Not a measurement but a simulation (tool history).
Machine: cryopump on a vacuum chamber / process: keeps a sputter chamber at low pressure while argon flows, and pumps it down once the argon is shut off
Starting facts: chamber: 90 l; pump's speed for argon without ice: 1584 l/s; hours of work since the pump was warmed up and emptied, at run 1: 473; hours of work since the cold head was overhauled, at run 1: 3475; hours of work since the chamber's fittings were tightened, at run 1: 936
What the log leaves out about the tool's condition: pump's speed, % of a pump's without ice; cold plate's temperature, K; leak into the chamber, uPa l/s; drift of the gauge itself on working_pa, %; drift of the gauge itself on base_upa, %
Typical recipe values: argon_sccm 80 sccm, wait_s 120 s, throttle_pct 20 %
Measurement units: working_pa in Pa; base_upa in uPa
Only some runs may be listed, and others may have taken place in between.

| run | day | argon_sccm | wait_s | throttle_pct | hours of work since the pump was warmed up and emptied | hours of work since the cold head was overhauled | hours of work since the chamber's fittings were tightened | working_pa | base_upa |
|---|---|---|---|---|---|---|---|---|---|
| 1 | 0 | 80 | 120 | 20 | 473 | 3475 | 936 | 0.4518 | 1.58 |
|  | 3.312 | pump warmed up, emptied and cooled again |
| 2 | 4.567 | 80 | 120 | 20 | 23 | 3556 | 1017 | 0.4299 | 1.33 |
| 3 | 7.583 | 80 | 120 | 20 | 80 | 3613 | 1073 | 0.4326 | 1.47 |
| 4 | 10.771 | 80 | 120 | 20 | 139 | 3672 | 1133 | 0.4356 | 1.56 |
| 5 | 13.029 | 80 | 123 | 20 | 181 | 3714 | 1175 | 0.4368 | 1.57 |
| 6 | 15.538 | 80 | 123 | 20 | 228 | 3761 | 1222 | 0.4427 | 1.68 |
| 7 | 18.804 | 80 | 123 | 20 | 289 | 3822 | 1283 | 0.4418 | 1.75 |
| 8 | 23.783 | 80 | 123 | 20 | 382 | 3915 | 1376 | 0.4468 | 1.9 |
| 9 | 28.417 | 80 | 123 | 20 | 469 | 4002 | 1462 | 0.456 | 2.11 |
| 10 | 30.95 | 80 | 120 | 20 | 516 | 4049 | 1510 | 0.4565 | 2.13 |
|  | 31.962 | pump warmed up, emptied and cooled again |
| 11 | 34.796 | 80 | 120 | 20 | 53 | 4117 | 1577 | 0.43 | 1.81 |
| 12 | 37.296 | 80 | 120 | 20 | 100 | 4163 | 1624 | 0.4378 | 1.82 |
| 13 | 41.025 | 80 | 120 | 20 | 169 | 4233 | 1694 | 0.4368 | 2.02 |
| 14 | 45.875 | 80 | 120 | 20 | 260 | 4324 | 1784 | 0.4396 | 2.15 |
| 15 | 49.65 | 80 | 120 | 40 | 330 | 4394 | 1855 | 0.2303 | 2.27 |
|  | 52.088 | leaking fittings of the chamber tightened, without venting |
| 16 | 54.383 | 80 | 120 | 40 | 417 | 4481 | 43 | 0.2371 | 0.64 |
| 17 | 57.338 | 80 | 120 | 20 | 472 | 4536 | 98 | 0.4531 | 0.71 |
| 18 | 59.862 | 46 | 203 | 20 | 519 | 4583 | 145 | 0.2635 | 0.63 |
|  | 60.762 | pump warmed up, emptied and cooled again |
| 19 | 63.017 | 36 | 116 | 22 | 42 | 4638 | 200 | 0.177 | 0.76 |
| 20 | 68.312 | 36 | 49 | 16 | 141 | 4737 | 299 | 0.2453 | 1.36 |
| 21 | 72.646 | 45 | 60 | 16 | 222 | 4818 | 380 | 0.3064 | 1.28 |
| 22 | 75.183 | 45 | 60 | 16 | 269 | 4865 | 427 | 0.3067 | 1.4 |
| 23 | 79.696 | 84 | 120 | 20 | 353 | 4949 | 511 | 0.4712 | 1.07 |
| 24 | 83.838 | 84 | 120 | 23 | 431 | 5027 | 589 | 0.4182 | 1.13 |
| 25 | 87.508 | 94 | 21 | 23 | 499 | 5095 | 657 | 0.4716 | 3.05 |
|  | 89.467 | pump warmed up, emptied and cooled again |
| 26 | 92.317 | 80 | 37 | 49 | 53 | 5181 | 743 | 0.1804 | 1.95 |
| 27 | 94.771 | 60 | 294 | 15 | 99 | 5227 | 789 | 0.4308 | 0.96 |
| 28 | 98.908 | 43 | 106 | 20 | 176 | 5304 | 866 | 0.2357 | 1.37 |
| 29 | 101.65 | 112 | 164 | 16 | 227 | 5355 | 917 | 0.7674 | 1.22 |
| 30 | 104.388 | 67 | 297 | 29 | 278 | 5406 | 968 | 0.2606 | 1.22 |
| 31 | 107.446 | 67 | 297 | 29 | 336 | 5463 | 1025 | 0.2634 | 1.28 |
| 32 | 110.758 | 136 | 297 | 26 | 397 | 5525 | 1087 | 0.5984 | 1.31 |
| 33 | 113.025 | 80 | 120 | 50 | 440 | 5567 | 1130 | 0.1975 | 1.64 |

Below, some changes in working_pa between adjacent runs. For each, the amount present without the hidden state too (settings, incoming material, random variation) and the amount remaining for the hidden state with gauge scatter not shared by both compared results:
Run 10 -> 11: pump warmed up, emptied and cooled again. working_pa -0.0265 Pa: hidden state -0.0228, all else -0.0037.
Run 25 -> 26: argon_sccm 94 -> 80, wait_s 21 -> 37, throttle_pct 23 -> 49, pump warmed up, emptied and cooled again. working_pa -0.2912 Pa: hidden state -0.0279, all else -0.2633.
Run 28 -> 29: argon_sccm 43 -> 112, wait_s 106 -> 164, throttle_pct 20 -> 16. working_pa +0.5317 Pa: hidden state +0.0134, all else +0.5183.
Run 29 -> 30: argon_sccm 112 -> 67, wait_s 164 -> 297, throttle_pct 16 -> 29. working_pa -0.5068 Pa: hidden state -0.0058, all else -0.501.
Run 31 -> 32: argon_sccm 67 -> 136, throttle_pct 29 -> 26. working_pa +0.335 Pa: hidden state +0.0229, all else +0.3121.
Run 32 -> 33: argon_sccm 136 -> 80, wait_s 297 -> 120, throttle_pct 26 -> 50. working_pa -0.4009 Pa: hidden state -0.0132, all else -0.3877.

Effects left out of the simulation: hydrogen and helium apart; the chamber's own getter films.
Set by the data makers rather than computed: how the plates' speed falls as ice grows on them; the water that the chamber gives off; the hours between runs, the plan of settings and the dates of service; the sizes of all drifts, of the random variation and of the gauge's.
